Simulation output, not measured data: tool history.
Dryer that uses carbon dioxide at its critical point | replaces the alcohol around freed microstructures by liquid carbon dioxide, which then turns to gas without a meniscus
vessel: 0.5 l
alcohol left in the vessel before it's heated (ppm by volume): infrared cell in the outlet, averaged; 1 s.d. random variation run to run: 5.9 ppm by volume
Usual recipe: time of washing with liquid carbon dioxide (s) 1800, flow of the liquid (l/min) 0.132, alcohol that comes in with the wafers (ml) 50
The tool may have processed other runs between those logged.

run,day,time of washing with liquid carbon dioxide (s),flow of the liquid (l/min),alcohol that comes in with the wafers (ml),alcohol left in the vessel before it's heated (ppm by volume)
1,0,1800,0.132,50,375
2,0.354,2820,0.132,50,54
3,0.712,1800,0.132,50,382
4,1.129,1800,0.132,50,388
5,1.388,1320,0.132,50,1635
6,1.738,1320,0.132,50,1686
7,2.012,1800,0.132,54,429
8,2.392,1800,0.132,82,643
9,2.879,1800,0.132,82,633
10,3.325,1800,0.132,50,424
11,3.821,1800,0.132,50,413
12,4.246,1800,0.132,50,417
13,4.517,1800,0.132,50,440
14,5.008,1800,0.132,72,609
15,5.433,1800,0.132,72,619
16,5.654,1800,0.132,72,593
17,5.896,1800,0.132,72,623
18,6.246,1800,0.132,72,620
19,6.642,1800,0.132,52,475
20,7.067,1800,0.132,52,462
21,7.346,1800,0.132,52,478
22,7.738,1320,0.092,50,6300
23,8.154,1800,0.132,58,563
24,8.475,1800,0.132,58,554
25,8.875,1080,0.187,60,1201
26,9.146,1200,0.112,51,4780
27,9.45,1800,0.08,94,7390
28,9.704,1260,0.193,42,355
29,9.983,1380,0.095,20,2152
30,10.233,1200,0.167,45,976
31,10.567,1140,0.099,45,7167
32,11.017,1140,0.099,45,6847
33,11.496,1140,0.095,39,6811
34,11.717,1140,0.095,39,6963
35,12.179,1140,0.095,86,15304
36,12.421,1920,0.122,56,637
37,12.846,1380,0.079,54,9549
38,13.267,1380,0.079,54,9683
39,13.721,1380,0.143,22,575
40,13.992,1800,0.198,50,102
41,14.304,1680,0.132,50,780
42,14.646,2280,0.189,32,67

Predict each of these 5 candidate next runs independently; none follows another, all start after run 42:
A,14.904,2580,0.124,21,?
B,14.904,1320,0.101,50,?
C,14.904,1860,0.132,50,?
D,14.904,1560,0.192,25,?
E,14.904,2280,0.189,53,?

run,alcohol left in the vessel before it's heated (ppm by volume)
A,105
B,5419
C,489
D,116
E,68
Without the tool's hidden state the same runs would have given:
run,alcohol left in the vessel before it's heated (ppm by volume)
A,20
B,3254
C,173
D,14
E,0
